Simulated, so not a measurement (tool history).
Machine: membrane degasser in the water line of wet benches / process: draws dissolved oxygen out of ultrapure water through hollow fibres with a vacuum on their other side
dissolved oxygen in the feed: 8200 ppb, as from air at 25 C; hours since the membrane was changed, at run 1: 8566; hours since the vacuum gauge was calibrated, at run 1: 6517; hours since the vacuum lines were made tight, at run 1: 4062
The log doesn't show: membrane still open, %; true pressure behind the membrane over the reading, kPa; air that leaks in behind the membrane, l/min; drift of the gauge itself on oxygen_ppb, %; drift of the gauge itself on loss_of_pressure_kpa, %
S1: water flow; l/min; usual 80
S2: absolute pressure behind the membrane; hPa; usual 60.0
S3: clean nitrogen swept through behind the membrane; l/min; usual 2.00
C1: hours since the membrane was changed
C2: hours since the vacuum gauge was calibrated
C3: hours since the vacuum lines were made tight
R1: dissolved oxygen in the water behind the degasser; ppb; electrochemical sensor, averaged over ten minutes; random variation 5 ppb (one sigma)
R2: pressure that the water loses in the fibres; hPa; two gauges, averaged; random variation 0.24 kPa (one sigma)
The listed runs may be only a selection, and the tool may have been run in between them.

run    hour   S1    S2    S3     C1    C2    C3     R1     R2
  1     0.0   80  60.0  2.00   8566  6517  4062  602.2  676.1
  2   135.5   80  50.2  2.00   8702  6653  4197  529.0  673.4
  3   346.8   80  50.2  2.00   8913  6864  4409  536.0  679.2
  4   588.0   80  50.2  2.00   9154  7105  4650  532.4  674.9
  5   803.0  117  60.0  2.00   9369  7320  4865  985.8  988.4
  6   932.0  117  60.0  2.00   9498  7449  4994  961.6  990.3
  7  1085.0  117  60.0  2.00   9651  7602  5147  968.4  989.7
  8  1221.1   80  60.0  2.00   9787  7738  5283  603.0  680.2
  9  1356.6   80  60.0  2.00   9923  7874  5418  604.8  675.0
     1413.2  -- vacuum gauge calibrated
 10  1479.1   80  60.0  2.00  10045    66  5540  634.8  681.0
 11  1644.7   80  60.0  2.00  10210   232  5706  635.6  682.0
 12  1814.4   80  62.7  5.88  10380   401  5876  479.0  681.2
 13  1962.8   80  61.6  3.54  10528   550  6024  549.2  687.1
 14  2187.7   80  61.6  3.54  10753   775  6249  539.8  681.7
 15  2425.6   80  61.6  3.54  10991  1012  6487  547.1  685.0
 16  2579.2   80  61.6  3.54  11145  1166  6640  546.5  692.0
 17  2800.7   74  60.0  2.80  11366  1388  6862  522.5  635.9
     2884.4  -- vacuum gauge calibrated, once more
 18  2958.9   74  60.0  1.67  11524    74  7020  551.9  639.1
 19  3173.8   74  60.0  1.67  11739   289  7235  540.1  635.8

Each run again, without the hidden state but with its own random variation kept:
run     R1     R2
  1  508.6  637.7
  2  433.0  634.6
  3  436.7  639.1
  4  431.3  633.7
  5  840.9  926.8
  6  818.8  928.1
  7  822.6  926.4
  8  497.5  636.0
  9  497.5  630.4
 10  504.8  635.6
 11  503.9  635.9
 12  380.7  634.1
 13  434.4  639.0
 14  425.2  632.9
 15  428.9  634.8
 16  427.2  640.8
 17  401.7  587.8
 18  478.8  590.3
 19  466.4  586.1
